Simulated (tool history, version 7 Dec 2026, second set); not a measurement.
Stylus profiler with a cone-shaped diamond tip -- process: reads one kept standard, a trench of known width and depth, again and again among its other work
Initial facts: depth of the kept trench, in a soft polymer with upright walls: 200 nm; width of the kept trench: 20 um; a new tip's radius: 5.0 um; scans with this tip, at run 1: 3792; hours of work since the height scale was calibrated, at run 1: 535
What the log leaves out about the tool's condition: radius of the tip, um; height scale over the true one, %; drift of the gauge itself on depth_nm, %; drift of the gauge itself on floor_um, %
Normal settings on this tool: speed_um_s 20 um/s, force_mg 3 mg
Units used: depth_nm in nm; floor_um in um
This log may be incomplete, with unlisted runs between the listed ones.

| run | day | speed_um_s | force_mg | scans with this tip | hours of work since the height scale was calibrated | depth_nm | floor_um |
|---|---|---|---|---|---|---|---|
| 1 | 0 | 20 | 3 | 3792 | 535 | 202.41 | 16.73 |
| 2 | 1.942 | 20 | 3 | 3927 | 554 | 202.36 | 16.75 |
| 3 | 2.95 | 20 | 3 | 3996 | 564 | 202.35 | 16.73 |
| 4 | 4.146 | 20 | 3 | 4079 | 576 | 202.38 | 16.74 |
| 5 | 6.067 | 20 | 3 | 4212 | 594 | 202.46 | 16.68 |
| 6 | 8.45 | 20 | 3 | 4377 | 618 | 202.41 | 16.7 |
| 7 | 9.508 | 32 | 3 | 4450 | 628 | 202.4 | 16.65 |
| 8 | 11.362 | 32 | 3 | 4578 | 646 | 202.39 | 16.65 |
| 9 | 13.592 | 32 | 3 | 4732 | 668 | 202.35 | 16.61 |
| 10 | 15.658 | 20 | 3 | 4875 | 688 | 202.39 | 16.63 |
| 11 | 17.625 | 20 | 3 | 5011 | 707 | 202.46 | 16.65 |
| 12 | 18.771 | 20 | 3 | 5091 | 718 | 202.4 | 16.59 |
| 13 | 20.258 | 5 | 3 | 5194 | 733 | 202.49 | 16.69 |
| 14 | 21.975 | 20 | 3 | 5312 | 750 | 202.4 | 16.57 |
| 15 | 23.817 | 20 | 3 | 5440 | 768 | 202.55 | 16.59 |
| 16 | 24.829 | 36 | 3 | 5510 | 778 | 202.48 | 16.55 |
| 17 | 26.654 | 36 | 3 | 5636 | 795 | 202.38 | 16.59 |
| 18 | 28.638 | 36 | 3 | 5773 | 815 | 202.4 | 16.55 |
| 19 | 30.1 | 20 | 1.59 | 5874 | 829 | 201.69 | 16.56 |
| 20 | 31.621 | 42 | 1.59 | 5980 | 844 | 201.7 | 16.42 |
| 21 | 33.475 | 42 | 1.59 | 6108 | 862 | 201.71 | 16.36 |
| 22 | 34.654 | 10 | 3 | 6189 | 873 | 202.47 | 16.53 |
| 23 | 36.033 | 35 | 3 | 6285 | 887 | 202.47 | 16.51 |
| 24 | 38.05 | 35 | 3 | 6424 | 907 | 202.54 | 16.47 |
| 25 | 39.762 | 21 | 4.08 | 6543 | 923 | 203.04 | 16.47 |
| 26 | 41.65 | 44 | 3 | 6673 | 942 | 202.56 | 16.42 |
| 27 | 43.633 | 44 | 3 | 6810 | 961 | 202.53 | 16.38 |
| 28 | 44.762 | 6 | 1.99 | 6889 | 972 | 202 | 16.51 |
| 29 | 45.742 | 30 | 7.98 | 6956 | 982 | 204.68 | 16.48 |
| 30 | 48.088 | 5 | 5.75 | 7119 | 1005 | 203.69 | 16.48 |
| 31 | 49.196 | 20 | 3.25 | 7195 | 1015 | 202.59 | 16.46 |
| 32 | 51.208 | 20 | 1.05 | 7334 | 1035 | 201.33 | 16.39 |
| 33 | 53.246 | 14 | 6.29 | 7475 | 1055 | 204 | 16.39 |
| 34 | 54.471 | 6 | 4.05 | 7560 | 1067 | 203.02 | 16.44 |
| 35 | 56.325 | 6 | 4.05 | 7688 | 1085 | 203.05 | 16.43 |
| 36 | 58.054 | 12 | 2.85 | 7808 | 1102 | 202.47 | 16.4 |
| 37 | 59.942 | 25 | 3 | 7939 | 1120 | 202.58 | 16.35 |
| 38 | 62.079 | 34 | 1.96 | 8086 | 1141 | 202.06 | 16.31 |
| 39 | 63.838 | 33 | 1.46 | 8208 | 1158 | 201.72 | 16.28 |
| 40 | 65.138 | 15 | 6.87 | 8298 | 1171 | 204.17 | 16.42 |
| 41 | 67.458 | 15 | 6.87 | 8458 | 1194 | 204.13 | 16.35 |
| 42 | 68.696 | 15 | 6.87 | 8544 | 1206 | 204.14 | 16.35 |
| 43 | 70.075 | 6 | 1.08 | 8639 | 1219 | 201.42 | 16.34 |
| 44 | 71.604 | 11 | 4.61 | 8745 | 1234 | 203.47 | 16.34 |
| 45 | 72.9 | 11 | 4.61 | 8835 | 1247 | 203.35 | 16.35 |
| 46 | 74.846 | 11 | 4.61 | 8969 | 1266 | 203.27 | 16.3 |

What if the next run were any one of these 4? Each begins from the tool's condition after run 46:
| A | 76.912 | 6 | 4.61 | 9113 | 1286 | ? | ? |
| B | 76.912 | 16 | 1 | 9113 | 1286 | ? | ? |
| C | 76.912 | 32 | 1.08 | 9113 | 1286 | ? | ? |
| D | 76.912 | 49 | 4.61 | 9113 | 1286 | ? | ? |

| run | depth_nm | floor_um |
|---|---|---|
| A | 203.38 | 16.31 |
| B | 201.43 | 16.19 |
| C | 201.53 | 16.15 |
| D | 203.41 | 16.24 |
Without the tool's hidden state the same runs would have given:
| run | depth_nm | floor_um |
|---|---|---|
| A | 203.03 | 17.18 |
| B | 201.08 | 17.06 |
| C | 201.18 | 17.02 |
| D | 203.06 | 17.11 |
